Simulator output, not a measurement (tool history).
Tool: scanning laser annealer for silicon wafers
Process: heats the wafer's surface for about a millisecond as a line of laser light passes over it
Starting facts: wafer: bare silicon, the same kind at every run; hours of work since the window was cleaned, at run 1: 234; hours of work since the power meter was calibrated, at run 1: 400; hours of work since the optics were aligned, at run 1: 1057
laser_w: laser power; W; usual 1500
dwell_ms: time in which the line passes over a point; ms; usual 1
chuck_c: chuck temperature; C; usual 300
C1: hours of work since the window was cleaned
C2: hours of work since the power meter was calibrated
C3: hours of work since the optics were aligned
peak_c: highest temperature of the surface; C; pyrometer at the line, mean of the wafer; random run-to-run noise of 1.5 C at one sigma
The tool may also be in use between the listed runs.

Run 1, hour 0: usual settings; C1 234; C2 400; C3 1057. Result: peak_c 1079 C.
Run 2, hour 25: usual settings; C1 252; C2 417; C3 1075. Result: peak_c 1080 C.
Run 3, hour 62.4: usual settings but chuck_c 281 C; C1 278; C2 444; C3 1101. Result: peak_c 1059 C.
Run 4, hour 108.9: usual settings but chuck_c 281 C; C1 311; C2 476; C3 1134. Result: peak_c 1057 C.
At hour 133.6: window over the wafer cleaned.
Run 5, hour 158.1: usual settings but chuck_c 281 C; C1 17; C2 510; C3 1167. Result: peak_c 1070 C.
Run 6, hour 203.5: usual settings but dwell_ms 0.75 ms, chuck_c 281 C; C1 49; C2 542; C3 1199. Result: peak_c 959 C.
Run 7, hour 231.2: usual settings but dwell_ms 0.83 ms; C1 69; C2 561; C3 1219. Result: peak_c 1013 C.
Run 8, hour 268.8: usual settings but dwell_ms 0.83 ms; C1 95; C2 588; C3 1245. Result: peak_c 1013 C.
Run 9, hour 315.8: usual settings but dwell_ms 0.83 ms; C1 128; C2 621; C3 1278. Result: peak_c 1008 C.
Run 10, hour 363.3: usual settings but dwell_ms 0.83 ms; C1 162; C2 654; C3 1312. Result: peak_c 1010 C.
Run 11, hour 400: usual settings but dwell_ms 0.83 ms; C1 188; C2 680; C3 1338. Result: peak_c 1009 C.
Run 12, hour 431.5: usual settings; C1 210; C2 702; C3 1360. Result: peak_c 1078 C.
Run 13, hour 460.1: usual settings; C1 230; C2 722; C3 1380. Result: peak_c 1080 C.
Run 14, hour 486.7: usual settings but chuck_c 298 C; C1 249; C2 741; C3 1399. Result: peak_c 1075 C.
Run 15, hour 521.5: usual settings but dwell_ms 0.73 ms; C1 273; C2 766; C3 1423. Result: peak_c 959 C.
Run 16, hour 557.7: usual settings but dwell_ms 1.07 ms; C1 299; C2 791; C3 1449. Result: peak_c 1101 C.
Run 17, hour 589.8: usual settings but dwell_ms 1.07 ms; C1 321; C2 814; C3 1471. Result: peak_c 1098 C.

Estimate the outcome of run 18 from the log above:
At hour 599.3: window over the wafer cleaned.
Run 18, hour 613.6: usual settings but laser_w 1641 W, dwell_ms 1.08 ms; C1 10; C2 829; C3 1487. Result: peak_c ?.

{"run 18": {"peak_c": 1203}}
Had the tool carried no hidden state, the very same run would have given peak_c 1220 C.
